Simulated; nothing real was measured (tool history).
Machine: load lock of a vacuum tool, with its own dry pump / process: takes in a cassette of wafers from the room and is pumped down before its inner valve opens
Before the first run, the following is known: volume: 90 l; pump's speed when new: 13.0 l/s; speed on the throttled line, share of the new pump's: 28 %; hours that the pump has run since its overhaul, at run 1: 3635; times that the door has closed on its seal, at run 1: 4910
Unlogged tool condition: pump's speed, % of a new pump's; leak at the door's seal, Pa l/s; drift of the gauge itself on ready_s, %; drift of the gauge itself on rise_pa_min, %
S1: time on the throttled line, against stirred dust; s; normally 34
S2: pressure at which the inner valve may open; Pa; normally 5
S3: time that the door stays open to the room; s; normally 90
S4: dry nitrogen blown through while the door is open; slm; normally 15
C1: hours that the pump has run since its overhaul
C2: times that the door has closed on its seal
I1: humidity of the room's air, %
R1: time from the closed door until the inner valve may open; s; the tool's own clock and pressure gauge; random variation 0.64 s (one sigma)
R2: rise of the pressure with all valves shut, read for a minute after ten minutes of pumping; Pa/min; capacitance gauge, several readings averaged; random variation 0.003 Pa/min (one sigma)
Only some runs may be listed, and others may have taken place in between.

run 1 hour=0 | S1=34 S2=5 S3=90 S4=15 | C1=3635 C2=4910 | I1=45.4 | R1=95.8 R2=0.039
run 2 hour=98.3 | S1=34 S2=5 S3=90 S4=5 | C1=3733 C2=5112 | I1=41.5 | R1=97.3 R2=0.038
run 3 hour=187.1 | S1=34 S2=5 S3=90 S4=5 | C1=3822 C2=5295 | I1=48.2 | R1=97.1 R2=0.042
run 4 hour=279.8 | S1=34 S2=5 S3=90 S4=15 | C1=3914 C2=5486 | I1=42.4 | R1=96.1 R2=0.042
run 5 hour=336 | S1=34 S2=5 S3=90 S4=15 | C1=3971 C2=5602 | I1=42.3 | R1=96.6 R2=0.039
run 6 hour=405.3 | S1=34 S2=5 S3=90 S4=22 | C1=4040 C2=5744 | I1=44.1 | R1=96.5 R2=0.04
run 7 hour=504 | S1=59 S2=5 S3=90 S4=22 | C1=4139 C2=5947 | I1=45.2 | R1=113.7 R2=0.044
run 8 hour=601.2 | S1=59 S2=5 S3=90 S4=22 | C1=4236 C2=6148 | I1=45.1 | R1=114.6 R2=0.038
run 9 hour=681.6 | S1=24 S2=5 S3=90 S4=15 | C1=4316 C2=6313 | I1=45.4 | R1=90.2 R2=0.046
run 10 hour=787.7 | S1=34 S2=5 S3=90 S4=15 | C1=4422 C2=6532 | I1=46.8 | R1=97.1 R2=0.05
run 11 hour=885.4 | S1=34 S2=5 S3=39 S4=15 | C1=4520 C2=6733 | I1=50.4 | R1=96.7 R2=0.044
run 12 hour=935.7 | S1=34 S2=5 S3=90 S4=15 | C1=4570 C2=6836 | I1=44.5 | R1=96.4 R2=0.049
run 13 hour=1035.9 | S1=34 S2=5 S3=90 S4=19 | C1=4671 C2=7043 | I1=45.8 | R1=96.8 R2=0.044
run 14 hour=1155.1 | S1=34 S2=5 S3=90 S4=19 | C1=4790 C2=7288 | I1=43.9 | R1=97.8 R2=0.046
run 15 hour=1233 | S1=34 S2=5 S3=90 S4=19 | C1=4868 C2=7448 | I1=45.3 | R1=95.5 R2=0.054
run 16 hour=1325.6 | S1=34 S2=6 S3=90 S4=15 | C1=4960 C2=7639 | I1=47.6 | R1=96.2 R2=0.056
run 17 hour=1420.8 | S1=65 S2=5 S3=90 S4=16 | C1=5055 C2=7835 | I1=47.6 | R1=119.7 R2=0.051
run 18 hour=1471.2 | S1=68 S2=5 S3=85 S4=16 | C1=5106 C2=7939 | I1=47.9 | R1=122 R2=0.056
run 19 hour=1526.7 | S1=20 S2=9 S3=55 S4=17 | C1=5161 C2=8053 | I1=45.2 | R1=82.4 R2=0.057
run 20 hour=1645.6 | S1=18 S2=10 S3=37 S4=38 | C1=5280 C2=8298 | I1=42.6 | R1=82.1 R2=0.044
run 21 hour=1710.8 | S1=40 S2=4 S3=133 S4=28 | C1=5345 C2=8432 | I1=42 | R1=102.9 R2=0.059
run 22 hour=1759.3 | S1=40 S2=4 S3=133 S4=28 | C1=5394 C2=8532 | I1=49.2 | R1=104.6 R2=0.058
run 23 hour=1821.6 | S1=40 S2=4 S3=133 S4=28 | C1=5456 C2=8660 | I1=49.3 | R1=104.1 R2=0.056
run 24 hour=1882.8 | S1=40 S2=4 S3=133 S4=28 | C1=5517 C2=8786 | I1=42.7 | R1=102.5 R2=0.053
run 25 hour=1970.4 | S1=40 S2=4 S3=133 S4=28 | C1=5605 C2=8967 | I1=45.2 | R1=102.4 R2=0.06
run 26 hour=2076.5 | S1=34 S2=5 S3=160 S4=23 | C1=5711 C2=9185 | I1=44.9 | R1=97.9 R2=0.066
run 27 hour=2174.7 | S1=24 S2=5 S3=146 S4=23 | C1=5809 C2=9387 | I1=46.8 | R1=90.8 R2=0.065
run 28 hour=2290 | S1=29 S2=5 S3=90 S4=15 | C1=5925 C2=9625 | I1=46.4 | R1=95.2 R2=0.065
run 29 hour=2405.7 | S1=29 S2=5 S3=90 S4=15 | C1=6040 C2=9863 | I1=43.4 | R1=94 R2=0.06
run 30 hour=2519.8 | S1=40 S2=5 S3=90 S4=11 | C1=6154 C2=10098 | I1=44.7 | R1=102.7 R2=0.067
run 31 hour=2596.5 | S1=40 S2=5 S3=90 S4=11 | C1=6231 C2=10256 | I1=45.2 | R1=103.5 R2=0.068
run 32 hour=2656.9 | S1=17 S2=6 S3=90 S4=15 | C1=6292 C2=10380 | I1=45.7 | R1=84.7 R2=0.063

Difference, measured minus no-hidden-state, one row per run. Run-to-run variation is common to both terms; the gauge's own scatter need not be:
run=1 R1=+2.1 R2=+0.016
run=2 R1=+2.2 R2=+0.016
run=3 R1=+2.3 R2=+0.017
run=4 R1=+2.3 R2=+0.017
run=5 R1=+2.3 R2=+0.018
run=6 R1=+2.5 R2=+0.019
run=7 R1=+2.1 R2=+0.021
run=8 R1=+2.2 R2=+0.021
run=9 R1=+2.7 R2=+0.021
run=10 R1=+2.7 R2=+0.023
run=11 R1=+2.9 R2=+0.024
run=12 R1=+2.7 R2=+0.025
run=13 R1=+2.9 R2=+0.026
run=14 R1=+3.1 R2=+0.027
run=15 R1=+2.9 R2=+0.028
run=16 R1=+3 R2=+0.029
run=17 R1=+2.6 R2=+0.029
run=18 R1=+2.7 R2=+0.03
run=19 R1=+3.2 R2=+0.032
run=20 R1=+3.2 R2=+0.033
run=21 R1=+3.3 R2=+0.033
run=22 R1=+3.4 R2=+0.034
run=23 R1=+3.4 R2=+0.035
run=24 R1=+3.4 R2=+0.035
run=25 R1=+3.5 R2=+0.036
run=26 R1=+3.6 R2=+0.037
run=27 R1=+3.9 R2=+0.039
run=28 R1=+3.9 R2=+0.041
run=29 R1=+3.9 R2=+0.041
run=30 R1=+4 R2=+0.042
run=31 R1=+4.1 R2=+0.044
run=32 R1=+4.3 R2=+0.045
